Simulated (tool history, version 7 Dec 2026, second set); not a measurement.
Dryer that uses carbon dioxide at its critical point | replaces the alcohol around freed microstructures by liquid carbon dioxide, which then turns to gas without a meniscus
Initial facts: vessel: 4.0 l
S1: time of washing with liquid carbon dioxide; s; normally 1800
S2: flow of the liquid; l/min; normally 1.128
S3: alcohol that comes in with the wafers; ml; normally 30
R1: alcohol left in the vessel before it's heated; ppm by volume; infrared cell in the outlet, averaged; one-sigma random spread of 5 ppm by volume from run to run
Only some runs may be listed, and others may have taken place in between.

run	day	S1	S2	S3	R1
1	0.000	1800	1.128	30	181
2	1.825	1800	1.128	30	193
3	3.083	1800	1.128	30	199
4	4.429	1800	0.750	30	302
5	6.512	1800	0.750	30	329
# day 8.350: purifier's bed changed
6	8.938	1800	1.128	30	13
7	11.533	1800	1.128	30	36
8	13.317	1800	1.128	46	59
9	15.717	1800	1.128	46	75
10	17.583	1800	1.128	46	80
11	20.421	1800	1.128	30	98
12	22.729	2040	0.770	101	367
13	24.554	1860	1.860	83	93
14	26.512	1440	1.860	69	112
# day 27.046: inlet filter changed
15	28.083	1800	1.790	79	122
16	30.808	1080	1.790	31	141
17	32.538	2880	1.780	21	136
18	34.879	2100	1.280	30	156
19	36.254	1200	1.280	38	250
20	38.046	1200	1.790	38	189
21	39.404	1800	0.800	30	277
22	41.904	1620	0.770	60	552

Forecast each of these 5 alternatives for the next run:
A	43.133	1440	1.128	30	?
B	43.133	1920	1.370	64	?
C	43.133	2700	1.380	63	?
D	43.133	1200	1.700	60	?
E	43.133	1440	1.730	86	?

run	R1
A	248
B	209
C	203
D	224
E	210
What these runs would have given with no unlogged condition in the tool:
run	R1
A	35
B	6
C	2
D	14
E	6
